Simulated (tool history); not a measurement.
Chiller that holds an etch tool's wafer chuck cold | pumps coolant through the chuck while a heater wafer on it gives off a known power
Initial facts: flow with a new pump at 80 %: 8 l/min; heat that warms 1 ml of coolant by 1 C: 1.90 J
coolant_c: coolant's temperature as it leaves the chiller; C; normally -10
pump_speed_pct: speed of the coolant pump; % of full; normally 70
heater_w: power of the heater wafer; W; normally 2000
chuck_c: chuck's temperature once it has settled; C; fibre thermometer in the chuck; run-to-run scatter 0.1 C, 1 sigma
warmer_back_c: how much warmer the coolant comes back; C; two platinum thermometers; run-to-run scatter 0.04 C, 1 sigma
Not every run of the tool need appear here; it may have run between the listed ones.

run 1 day=0 | coolant_c=-10 pump_speed_pct=70 heater_w=2000 | chuck_c=7.9 warmer_back_c=9.08
run 2 day=2.325 | coolant_c=-10 pump_speed_pct=70 heater_w=2000 | chuck_c=7.9 warmer_back_c=9.06
run 3 day=4.042 | coolant_c=-10 pump_speed_pct=92 heater_w=2000 | chuck_c=4.6 warmer_back_c=6.91
run 4 day=5.412 | coolant_c=-10 pump_speed_pct=70 heater_w=2110 | chuck_c=8.8 warmer_back_c=9.57
run 5 day=7.308 | coolant_c=-10 pump_speed_pct=70 heater_w=2000 | chuck_c=7.7 warmer_back_c=8.99
run 6 day=8.667 | coolant_c=-10 pump_speed_pct=70 heater_w=2000 | chuck_c=7.9 warmer_back_c=9.1
run 7 day=9.925 | coolant_c=-10 pump_speed_pct=94 heater_w=2000 | chuck_c=4.2 warmer_back_c=6.81
run 8 day=11.658 | coolant_c=-10 pump_speed_pct=70 heater_w=1212 | chuck_c=0.9 warmer_back_c=5.58
run 9 day=12.988 | coolant_c=-10 pump_speed_pct=70 heater_w=1212 | chuck_c=0.8 warmer_back_c=5.54
run 10 day=15.167 | coolant_c=-10 pump_speed_pct=83 heater_w=2000 | chuck_c=5.6 warmer_back_c=7.76
run 11 day=17.45 | coolant_c=-10 pump_speed_pct=83 heater_w=2000 | chuck_c=5.8 warmer_back_c=7.68
run 12 day=18.625 | coolant_c=-10 pump_speed_pct=82 heater_w=2000 | chuck_c=5.8 warmer_back_c=7.83
run 13 day=20.692 | coolant_c=-10 pump_speed_pct=82 heater_w=2000 | chuck_c=6.1 warmer_back_c=7.78
run 14 day=23.138 | coolant_c=-10 pump_speed_pct=82 heater_w=2000 | chuck_c=5.8 warmer_back_c=7.8
run 15 day=25.612 | coolant_c=-10 pump_speed_pct=73 heater_w=2000 | chuck_c=7.2 warmer_back_c=8.74
run 16 day=26.846 | coolant_c=-10 pump_speed_pct=73 heater_w=2000 | chuck_c=7.4 warmer_back_c=8.81
run 17 day=28.804 | coolant_c=-10 pump_speed_pct=73 heater_w=2000 | chuck_c=7.2 warmer_back_c=8.84
run 18 day=31 | coolant_c=-10 pump_speed_pct=73 heater_w=2000 | chuck_c=7.5 warmer_back_c=8.83
run 19 day=32.421 | coolant_c=-12 pump_speed_pct=63 heater_w=2000 | chuck_c=7.5 warmer_back_c=10.2
run 20 day=35.004 | coolant_c=-12 pump_speed_pct=63 heater_w=2000 | chuck_c=7.5 warmer_back_c=10.27
run 21 day=36.775 | coolant_c=-5 pump_speed_pct=69 heater_w=2905 | chuck_c=21.3 warmer_back_c=13.41
run 22 day=38.096 | coolant_c=-5 pump_speed_pct=69 heater_w=2905 | chuck_c=21.1 warmer_back_c=13.49
run 23 day=40.529 | coolant_c=-7 pump_speed_pct=70 heater_w=2108 | chuck_c=11.9 warmer_back_c=9.74
run 24 day=41.925 | coolant_c=-17 pump_speed_pct=68 heater_w=2000 | chuck_c=1.5 warmer_back_c=9.49
run 25 day=44.571 | coolant_c=-17 pump_speed_pct=73 heater_w=2197 | chuck_c=2 warmer_back_c=9.73
run 26 day=46.617 | coolant_c=-17 pump_speed_pct=63 heater_w=2119 | chuck_c=3.7 warmer_back_c=10.84
run 27 day=49.354 | coolant_c=-17 pump_speed_pct=63 heater_w=2119 | chuck_c=3.5 warmer_back_c=10.86
run 28 day=50.812 | coolant_c=-18 pump_speed_pct=70 heater_w=2508 | chuck_c=4.4 warmer_back_c=11.52

Run 29 comes next. What will it give?
run 29 day=53.612 | coolant_c=-18 pump_speed_pct=70 heater_w=2508 | chuck_c=? warmer_back_c=?

{"run 29": {"chuck_c": 4.5, "warmer_back_c": 11.7}}
Take away the tool's hidden state, keep the run-to-run variation as it was, and the same run would have given chuck_c 4.5 C, warmer_back_c 11.42 C.

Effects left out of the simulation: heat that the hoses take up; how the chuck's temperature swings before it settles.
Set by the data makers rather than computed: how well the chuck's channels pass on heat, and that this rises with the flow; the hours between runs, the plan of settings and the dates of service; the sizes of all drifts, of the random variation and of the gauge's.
